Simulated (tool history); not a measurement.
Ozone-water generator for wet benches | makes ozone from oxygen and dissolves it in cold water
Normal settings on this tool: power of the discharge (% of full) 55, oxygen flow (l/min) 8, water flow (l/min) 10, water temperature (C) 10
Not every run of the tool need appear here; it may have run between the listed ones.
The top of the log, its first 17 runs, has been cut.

| run | hour | power of the discharge (% of full) | oxygen flow (l/min) | water flow (l/min) | water temperature (C) | hours of work since the electrodes were changed | hours of work since the contactor was cleaned | hours of work since the thermometer was calibrated | dissolved ozone (ppm) | ozone in the gas ahead of the water (g/m3) |
|---|---|---|---|---|---|---|---|---|---|---|
| 18 | 626.7 | 55 | 8 | 12 | 5 | 2006 | 1831 | 2199 | 35 | 165.1 |
| 19 | 679.2 | 42 | 4.94 | 14 | 6 | 2042 | 1867 | 2236 | 25.3 | 170.4 |
| 20 | 707.2 | 42 | 4.94 | 14 | 6 | 2062 | 1887 | 2255 | 24.8 | 170.6 |
| 21 | 762.4 | 42 | 4.94 | 14 | 6 | 2100 | 1925 | 2294 | 25.5 | 170.8 |
| 22 | 804.2 | 42 | 11.82 | 16 | 6 | 2129 | 1954 | 2323 | 22.6 | 110.9 |
| 23 | 853.1 | 75 | 7.48 | 6 | 14 | 2163 | 1988 | 2357 | 52.3 | 217.7 |
| 24 | 889.5 | 75 | 7.48 | 6 | 14 | 2189 | 2014 | 2382 | 51.9 | 219 |
| 25 | 923 | 55 | 6.24 | 10 | 10 | 2212 | 2037 | 2406 | 36.1 | 187.2 |
| 26 | 977.1 | 71 | 8.1 | 10 | 10 | 2250 | 2075 | 2443 | 42.7 | 200.8 |
| 27 | 1025.4 | 72 | 8.77 | 12 | 10 | 2284 | 2108 | 2477 | 38.8 | 192.3 |
| 28 | 1071.7 | 72 | 5.16 | 12 | 10 | 2316 | 2141 | 2509 | 40.6 | 251.6 |
| 29 | 1109.6 | 64 | 8 | 10 | 11 | 2342 | 2167 | 2536 | 39.3 | 182.2 |
| 30 | 1138.3 | 55 | 9.94 | 10 | 10 | 2362 | 2187 | 2556 | 34 | 147.2 |
| 31 | 1181.6 | 42 | 4.18 | 10 | 6 | 2393 | 2217 | 2586 | 31.6 | 183.9 |

3 ways to go on from here, each from the tool as it stands after run 31. What would each give?
| A | 1233.4 | 55 | 13.35 | 9 | 10 | 2429 | 2253 | 2622 | ? | ? |
| B | 1233.4 | 44 | 8 | 7 | 10 | 2429 | 2253 | 2622 | ? | ? |
| C | 1233.4 | 55 | 13.44 | 10 | 8 | 2429 | 2253 | 2622 | ? | ? |

| run | dissolved ozone (ppm) | ozone in the gas ahead of the water (g/m3) |
|---|---|---|
| A | 32.4 | 125.5 |
| B | 34.8 | 136.3 |
| C | 33 | 126.9 |
Had the tool no hidden state, the same runs would have come out as:
| run | dissolved ozone (ppm) | ozone in the gas ahead of the water (g/m3) |
|---|---|---|
| A | 32.4 | 129 |
| B | 34.8 | 140.2 |
| C | 33 | 130.5 |

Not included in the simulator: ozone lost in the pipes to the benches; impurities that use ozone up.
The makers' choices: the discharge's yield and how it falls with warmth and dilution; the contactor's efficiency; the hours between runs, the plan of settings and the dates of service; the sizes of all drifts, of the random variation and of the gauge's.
